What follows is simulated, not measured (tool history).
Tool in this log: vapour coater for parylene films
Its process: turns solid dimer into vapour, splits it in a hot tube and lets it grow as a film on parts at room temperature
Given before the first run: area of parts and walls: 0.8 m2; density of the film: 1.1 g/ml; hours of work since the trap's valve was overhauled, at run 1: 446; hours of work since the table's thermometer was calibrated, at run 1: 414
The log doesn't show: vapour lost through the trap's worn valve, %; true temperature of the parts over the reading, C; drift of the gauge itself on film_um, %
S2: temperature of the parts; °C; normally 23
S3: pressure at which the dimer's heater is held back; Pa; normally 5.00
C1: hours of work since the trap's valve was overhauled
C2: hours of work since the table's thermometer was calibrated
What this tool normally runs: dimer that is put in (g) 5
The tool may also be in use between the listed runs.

{"run": 1, "day": 0.0, "dimer that is put in (g)": 5, "S2": 23, "S3": 5.0, "C1": 446, "C2": 414, "thickness of the film (nm)": 2390}
{"run": 2, "day": 0.542, "dimer that is put in (g)": 5, "S2": 17, "S3": 5.0, "C1": 456, "C2": 424, "thickness of the film (nm)": 2650}
{"run": 3, "day": 1.033, "dimer that is put in (g)": 5, "S2": 18, "S3": 5.0, "C1": 465, "C2": 433, "thickness of the film (nm)": 2520}
{"run": 4, "day": 1.554, "dimer that is put in (g)": 5, "S2": 30, "S3": 5.0, "C1": 475, "C2": 443, "thickness of the film (nm)": 2070}
{"run": 5, "day": 2.008, "dimer that is put in (g)": 5, "S2": 32, "S3": 5.0, "C1": 484, "C2": 452, "thickness of the film (nm)": 1960}
{"run": 6, "day": 2.408, "dimer that is put in (g)": 5, "S2": 32, "S3": 5.0, "C1": 491, "C2": 459, "thickness of the film (nm)": 1980}
{"run": 7, "day": 2.792, "dimer that is put in (g)": 5, "S2": 32, "S3": 5.0, "C1": 499, "C2": 466, "thickness of the film (nm)": 1950}
{"run": 8, "day": 3.288, "dimer that is put in (g)": 5, "S2": 32, "S3": 5.0, "C1": 508, "C2": 476, "thickness of the film (nm)": 1960}
{"run": 9, "day": 3.862, "dimer that is put in (g)": 5, "S2": 32, "S3": 5.0, "C1": 519, "C2": 487, "thickness of the film (nm)": 1990}
{"run": 10, "day": 4.262, "dimer that is put in (g)": 5, "S2": 32, "S3": 5.0, "C1": 526, "C2": 494, "thickness of the film (nm)": 1890}
{"run": 11, "day": 4.65, "dimer that is put in (g)": 5, "S2": 23, "S3": 5.0, "C1": 533, "C2": 501, "thickness of the film (nm)": 2290}
{"run": 12, "day": 5.092, "dimer that is put in (g)": 5, "S2": 23, "S3": 5.0, "C1": 542, "C2": 510, "thickness of the film (nm)": 2270}
{"run": 13, "day": 5.667, "dimer that is put in (g)": 5, "S2": 23, "S3": 5.0, "C1": 553, "C2": 520, "thickness of the film (nm)": 2290}
{"run": 14, "day": 6.283, "dimer that is put in (g)": 5, "S2": 23, "S3": 6.39, "C1": 564, "C2": 532, "thickness of the film (nm)": 2190}
{"run": 15, "day": 6.704, "dimer that is put in (g)": 6, "S2": 23, "S3": 2.96, "C1": 572, "C2": 540, "thickness of the film (nm)": 3010}
{"run": 16, "day": 7.225, "dimer that is put in (g)": 8, "S2": 23, "S3": 7.04, "C1": 582, "C2": 550, "thickness of the film (nm)": 3450}

Run 17 is up next; what results do you expect?
{"run": 17, "day": 7.612, "dimer that is put in (g)": 8, "S2": 23, "S3": 7.04, "C1": 589, "C2": 557, "thickness of the film (nm)": "?"}

{"run 17": {"thickness of the film (nm)": 3490}}
Had the tool carried no hidden state, the very same run would have given thickness of the film (nm) 3970.
